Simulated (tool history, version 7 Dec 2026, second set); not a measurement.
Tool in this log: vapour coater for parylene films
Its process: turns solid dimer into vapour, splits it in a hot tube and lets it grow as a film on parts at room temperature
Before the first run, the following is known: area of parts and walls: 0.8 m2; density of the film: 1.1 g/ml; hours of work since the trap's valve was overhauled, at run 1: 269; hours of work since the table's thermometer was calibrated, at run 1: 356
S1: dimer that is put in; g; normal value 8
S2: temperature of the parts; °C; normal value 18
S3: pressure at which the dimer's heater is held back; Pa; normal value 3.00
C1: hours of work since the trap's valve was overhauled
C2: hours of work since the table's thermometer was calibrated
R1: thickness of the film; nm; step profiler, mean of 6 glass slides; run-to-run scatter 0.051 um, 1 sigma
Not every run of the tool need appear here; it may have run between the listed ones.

| run | hour | S1 | S2 | S3 | C1 | C2 | R1 |
|---|---|---|---|---|---|---|---|
| 1 | 0.0 | 8 | 18 | 3.00 | 269 | 356 | 5530 |
| 2 | 13.8 | 7 | 18 | 3.00 | 278 | 365 | 4750 |
| 3 | 30.7 | 7 | 18 | 3.00 | 290 | 377 | 4820 |
| 4 | 49.5 | 7 | 18 | 3.00 | 303 | 390 | 4830 |
| 5 | 64.2 | 8 | 18 | 3.00 | 313 | 400 | 5460 |
| 6 | 74.6 | 8 | 16 | 3.00 | 321 | 408 | 5980 |
| 7 | 89.9 | 8 | 18 | 3.61 | 331 | 418 | 5470 |
| 8 | 98.5 | 8 | 18 | 3.61 | 337 | 424 | 5340 |
| 9 | 109.3 | 8 | 18 | 3.00 | 345 | 432 | 5440 |
| 10 | 126.7 | 8 | 18 | 10.95 | 357 | 444 | 4910 |
| 11 | 136.6 | 8 | 18 | 10.95 | 364 | 451 | 4980 |
| 12 | 144.7 | 8 | 12 | 8.21 | 369 | 456 | 6310 |
| 13 | 164.6 | 8 | 29 | 3.00 | 383 | 470 | 3530 |
| 14 | 180.4 | 3 | 18 | 6.32 | 394 | 481 | 1930 |
| 15 | 194.6 | 8 | 18 | 2.50 | 404 | 491 | 5390 |
| 16 | 209.8 | 8 | 18 | 2.50 | 415 | 502 | 5370 |
| 17 | 229.5 | 9 | 13 | 2.50 | 428 | 515 | 7420 |
| 18 | 241.4 | 7 | 18 | 3.00 | 436 | 524 | 4830 |
| 19 | 259.8 | 7 | 18 | 3.00 | 449 | 536 | 4700 |
| 20 | 278.8 | 3 | 14 | 5.70 | 463 | 550 | 2190 |
| 21 | 287.0 | 8 | 13 | 11.26 | 468 | 555 | 5900 |

Here are 3 independent what-if runs from the current tool condition. What would each one return?
| A | 298.3 | 13 | 24 | 11.26 | 476 | 563 | ? |
| B | 298.3 | 5 | 13 | 11.26 | 476 | 563 | ? |
| C | 298.3 | 8 | 18 | 3.00 | 476 | 563 | ? |

| run | R1 |
|---|---|
| A | 6250 |
| B | 3580 |
| C | 5240 |
Stripped of hidden state, with their random variation kept, the same runs would have yielded:
| run | R1 |
|---|---|
| A | 6960 |
| B | 3990 |
| C | 5840 |
